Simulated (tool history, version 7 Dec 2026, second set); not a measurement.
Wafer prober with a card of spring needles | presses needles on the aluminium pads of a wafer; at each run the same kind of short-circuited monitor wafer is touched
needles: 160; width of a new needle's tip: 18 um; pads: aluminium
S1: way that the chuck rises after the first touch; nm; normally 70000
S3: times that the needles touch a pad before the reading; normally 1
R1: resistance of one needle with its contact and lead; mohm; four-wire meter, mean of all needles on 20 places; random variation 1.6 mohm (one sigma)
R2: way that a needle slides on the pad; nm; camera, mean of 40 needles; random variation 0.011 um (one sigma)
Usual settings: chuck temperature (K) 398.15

Run 1, hour 0.0: usual settings. Result: R1 211 mohm, R2 16780 nm.
At hour 3.9: tips cleaned on abrasive film.
At hour 21.7: tips cleaned on abrasive film.
Run 2, hour 32.7: usual settings. Result: R1 196 mohm, R2 16750 nm.
At hour 38.3: tips cleaned on abrasive film.
At hour 55.5: tips cleaned on abrasive film.
At hour 71.6: tips cleaned on abrasive film.
Run 3, hour 75.2: usual settings but chuck temperature (K) 301.15. Result: R1 176 mohm, R2 16720 nm.
At hour 88.7: tips cleaned on abrasive film.
At hour 105.7: tips cleaned on abrasive film.
At hour 109.8: height of the first contact set anew.
Run 4, hour 110.8: usual settings but chuck temperature (K) 346.15. Result: R1 180 mohm, R2 16850 nm.
At hour 124.1: tips cleaned on abrasive film.
Run 5, hour 137.1: usual settings. Result: R1 205 mohm, R2 16830 nm.
At hour 141.0: tips cleaned on abrasive film.
At hour 158.1: tips cleaned on abrasive film.
At hour 175.3: tips cleaned on abrasive film.
At hour 192.3: tips cleaned on abrasive film.
Run 6, hour 192.3: usual settings. Result: R1 159 mohm, R2 16800 nm.
At hour 208.8: tips cleaned on abrasive film.
Run 7, hour 216.4: usual settings. Result: R1 195 mohm, R2 16770 nm.
At hour 224.1: tips cleaned on abrasive film.
At hour 241.7: tips cleaned on abrasive film.
At hour 259.5: tips cleaned on abrasive film.
Run 8, hour 259.8: usual settings but chuck temperature (K) 303.15. Result: R1 145 mohm, R2 16720 nm.
At hour 276.0: tips cleaned on abrasive film.
Run 9, hour 287.7: usual settings but chuck temperature (K) 303.15. Result: R1 201 mohm, R2 16710 nm.
At hour 291.6: tips cleaned on abrasive film.
At hour 295.7: height of the first contact set anew.
At hour 310.2: tips cleaned on abrasive film.
At hour 327.3: tips cleaned on abrasive film.
Run 10, hour 339.8: usual settings but chuck temperature (K) 303.15. Result: R1 198 mohm, R2 16800 nm.
At hour 343.7: tips cleaned on abrasive film.
At hour 361.4: tips cleaned on abrasive film.
At hour 380.1: tips cleaned on abrasive film.
Run 11, hour 390.5: usual settings but chuck temperature (K) 328.15. Result: R1 198 mohm, R2 16750 nm.
At hour 396.6: tips cleaned on abrasive film.
At hour 413.8: tips cleaned on abrasive film.
At hour 430.4: tips cleaned on abrasive film.
Run 12, hour 430.4: usual settings but chuck temperature (K) 326.15. Result: R1 148 mohm, R2 16720 nm.
At hour 447.9: tips cleaned on abrasive film.
At hour 465.6: tips cleaned on abrasive film.
Run 13, hour 475.6: usual settings but chuck temperature (K) 326.15. Result: R1 196 mohm, R2 16690 nm.
At hour 481.9: tips cleaned on abrasive film.
At hour 482.2: height of the first contact set anew.
At hour 497.9: tips cleaned on abrasive film.
Run 14, hour 507.4: usual settings but S3 2. Result: R1 179 mohm, R2 16820 nm.
At hour 513.7: tips cleaned on abrasive film.
At hour 530.4: tips cleaned on abrasive film.
At hour 548.7: tips cleaned on abrasive film.
Run 15, hour 561.0: usual settings but S3 2. Result: R1 183 mohm, R2 16790 nm.
At hour 567.4: tips cleaned on abrasive film.
At hour 584.2: tips cleaned on abrasive film.
Run 16, hour 594.3: usual settings but S1 64000 nm, chuck temperature (K) 326.15. Result: R1 207 mohm, R2 15300 nm.
At hour 601.5: tips cleaned on abrasive film.
At hour 617.7: tips cleaned on abrasive film.
At hour 633.0: tips cleaned on abrasive film.
Run 17, hour 645.9: usual settings but S1 63000 nm, chuck temperature (K) 305.15. Result: R1 210 mohm, R2 15030 nm.
At hour 648.6: tips cleaned on abrasive film.
At hour 667.6: tips cleaned on abrasive film.
At hour 667.9: height of the first contact set anew.
Run 18, hour 678.1: usual settings but S1 63000 nm, chuck temperature (K) 305.15. Result: R1 210 mohm, R2 15150 nm.
At hour 685.8: tips cleaned on abrasive film.
At hour 703.9: tips cleaned on abrasive film.
Run 19, hour 716.8: usual settings but chuck temperature (K) 358.15, S3 3. Result: R1 166 mohm, R2 16810 nm.
At hour 720.7: tips cleaned on abrasive film.
At hour 737.1: tips cleaned on abrasive film.
At hour 754.2: tips cleaned on abrasive film.
Run 20, hour 763.9: usual settings but S1 59000 nm, chuck temperature (K) 329.15, S3 3. Result: R1 172 mohm, R2 14110 nm.
At hour 769.9: tips cleaned on abrasive film.
At hour 786.4: tips cleaned on abrasive film.
At hour 802.8: tips cleaned on abrasive film.
Run 21, hour 809.9: usual settings but S1 74000 nm, chuck temperature (K) 348.15. Result: R1 186 mohm, R2 17670 nm.
At hour 821.0: tips cleaned on abrasive film.
At hour 839.9: tips cleaned on abrasive film.
Run 22, hour 840.5: usual settings but S1 80000 nm, chuck temperature (K) 362.15, S3 3. Result: R1 149 mohm, R2 19100 nm.
At hour 854.3: height of the first contact set anew.
At hour 857.0: tips cleaned on abrasive film.
Run 23, hour 865.7: usual settings but S1 86000 nm. Result: R1 181 mohm, R2 20660 nm.
At hour 873.0: tips cleaned on abrasive film.
At hour 890.0: tips cleaned on abrasive film.
At hour 907.9: tips cleaned on abrasive film.
Run 24, hour 917.4: usual settings but S1 51000 nm, chuck temperature (K) 356.15. Result: R1 240 mohm, R2 12210 nm.
At hour 924.8: tips cleaned on abrasive film.
At hour 941.0: tips cleaned on abrasive film.
At hour 960.0: tips cleaned on abrasive film.
Run 25, hour 967.4: usual settings but S1 71000 nm, chuck temperature (K) 356.15, S3 2. Result: R1 176 mohm, R2 16980 nm.
At hour 977.8: tips cleaned on abrasive film.
At hour 995.4: tips cleaned on abrasive film.
At hour 1011.7: tips cleaned on abrasive film.
Run 26, hour 1011.7: usual settings but S1 73000 nm, S3 3. Result: R1 152 mohm, R2 17420 nm.
At hour 1028.6: tips cleaned on abrasive film.
Run 27, hour 1038.9: usual settings but S1 52000 nm, chuck temperature (K) 340.15, S3 2. Result: R1 206 mohm, R2 12370 nm.
At hour 1043.0: height of the first contact set anew.
At hour 1045.7: tips cleaned on abrasive film.
At hour 1063.3: tips cleaned on abrasive film.
Run 28, hour 1067.6: usual settings but S1 52000 nm, chuck temperature (K) 340.15, S3 2. Result: R1 179 mohm, R2 12480 nm.

Hidden state or all else? Some run-to-run changes of R1, split into what the settings, what came in and random variation would give without the hidden state, and what is left for the hidden state (with any gauge scatter that isn't in both results):
The hidden state here: debris on the tips, nm; way that the needles fall short of the set height, um; tips' diameter, um; drift of the gauge itself on contact_mohm, %; drift of the gauge itself on scrub_um, %.
Run 23 -> 24: S1 86000 -> 51000, chuck temperature (K) 398.15 -> 356.15, tips cleaned on abrasive film, tips cleaned on abrasive film, tips cleaned on abrasive film. R1 +59 mohm: hidden state +57, all else +2.
Run 24 -> 25: S1 51000 -> 71000, S3 1 -> 2, tips cleaned on abrasive film, tips cleaned on abrasive film, tips cleaned on abrasive film. R1 -64 mohm: hidden state -61, all else -3.
Run 26 -> 27: S1 73000 -> 52000, chuck temperature (K) 398.15 -> 340.15, S3 3 -> 2, tips cleaned on abrasive film. R1 +54 mohm: hidden state +58, all else -4.
